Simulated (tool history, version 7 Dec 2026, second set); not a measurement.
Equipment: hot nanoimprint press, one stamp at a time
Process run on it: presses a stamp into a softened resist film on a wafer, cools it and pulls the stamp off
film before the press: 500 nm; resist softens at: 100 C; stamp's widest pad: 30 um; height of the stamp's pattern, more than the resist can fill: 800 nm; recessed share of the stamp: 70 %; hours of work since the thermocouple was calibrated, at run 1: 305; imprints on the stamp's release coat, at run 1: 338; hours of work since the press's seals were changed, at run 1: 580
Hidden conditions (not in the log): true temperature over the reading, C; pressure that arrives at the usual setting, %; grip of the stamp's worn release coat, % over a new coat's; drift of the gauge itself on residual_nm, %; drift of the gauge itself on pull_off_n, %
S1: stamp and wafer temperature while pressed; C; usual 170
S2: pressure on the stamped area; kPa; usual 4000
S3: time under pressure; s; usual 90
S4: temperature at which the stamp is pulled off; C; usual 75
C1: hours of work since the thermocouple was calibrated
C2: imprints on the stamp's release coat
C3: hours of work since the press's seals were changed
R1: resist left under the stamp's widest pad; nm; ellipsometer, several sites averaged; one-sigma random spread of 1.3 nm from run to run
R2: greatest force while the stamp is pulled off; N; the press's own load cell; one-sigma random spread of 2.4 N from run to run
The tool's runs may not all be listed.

run,hour,S1,S2,S3,S4,C1,C2,C3,R1,R2
1,0.0,170,4000,90,75,305,338,580,210.6,116
# hour 29.2: plate thermocouple calibrated
2,39.9,170,4000,90,75,5,431,598,209.2,117
3,67.1,170,4000,90,75,18,498,610,208.3,120
# hour 106.4: stamp cleaned and given a new release coat
4,119.4,170,4000,90,75,39,32,632,209.7,115
5,152.1,170,4000,90,75,54,114,647,210.1,121
6,187.1,170,4000,90,75,71,201,663,211.2,114
7,236.8,170,4000,92,75,94,326,686,209.0,119
8,259.4,170,4000,65,75,104,382,697,232.9,117
9,282.6,170,4000,65,75,115,440,708,233.9,119
10,305.1,170,4000,65,65,126,496,718,232.4,148
# hour 345.6: stamp cleaned and given a new release coat
11,346.0,170,4000,65,65,142,1,734,233.5,147
12,380.0,170,4000,65,65,158,85,750,231.6,152
13,426.9,170,4000,90,75,180,203,772,208.5,115
14,477.4,170,4000,90,75,203,329,796,206.5,119
15,506.1,170,4000,90,75,216,401,809,208.8,117
16,555.0,170,4000,45,75,239,523,832,260.7,119

Run 17 comes next. What will it give?
# hour 583.5: stamp cleaned and given a new release coat
17,610.8,174,4000,45,76,262,68,855,?,?

R1: 227.5 nm
R2: 112 N
Take away the tool's hidden state, keep the run-to-run variation as it was, and the same run would have given R1 230.1 nm, R2 112 N.
